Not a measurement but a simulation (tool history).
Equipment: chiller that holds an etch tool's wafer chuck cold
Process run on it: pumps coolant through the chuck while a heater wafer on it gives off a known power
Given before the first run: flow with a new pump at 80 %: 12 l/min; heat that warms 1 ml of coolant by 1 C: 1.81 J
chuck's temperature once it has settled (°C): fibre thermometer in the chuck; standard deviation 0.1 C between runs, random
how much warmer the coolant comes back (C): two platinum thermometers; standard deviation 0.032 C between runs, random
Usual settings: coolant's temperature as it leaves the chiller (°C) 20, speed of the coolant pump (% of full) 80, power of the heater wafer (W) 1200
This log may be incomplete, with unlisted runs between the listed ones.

run	day	coolant's temperature as it leaves the chiller (°C)	speed of the coolant pump (% of full)	power of the heater wafer (W)	chuck's temperature once it has settled (°C)	how much warmer the coolant comes back (C)
1	0	20	80	1200	31.1	3.36
2	4.021	20	69	1200	32.7	3.95
3	6.912	20	69	1200	32.8	3.97
4	9.054	20	69	1200	32.8	3.93
5	12.658	20	69	1200	32.7	3.97
6	14.8	20	69	1200	32.7	4
7	17.196	20	69	1200	32.8	3.95
8	19.3	21	80	1200	32.1	3.43
9	21.508	21	80	1200	32.1	3.38
# day 22.054: coolant pump overhauled
10	24.492	21	65	1200	34.8	4.23
11	28.112	30	80	1750	46.7	4.99
# day 30.95: coolant pump overhauled, once more
12	31.833	16	80	1200	27	3.31

Run 13, settings as shown, results not yet in. Your forecast:
# day 32.117: chiller's thermometer calibrated
13	36.121	17	61	1197	?	?

Run 13 measured chuck's temperature once it has settled (°C) 31.3, how much warmer the coolant comes back (C) 4.37.
Were there no unlogged condition in the tool, this run, its random variation unchanged, would have produced chuck's temperature once it has settled (°C) 29.6, how much warmer the coolant comes back (C) 4.4.
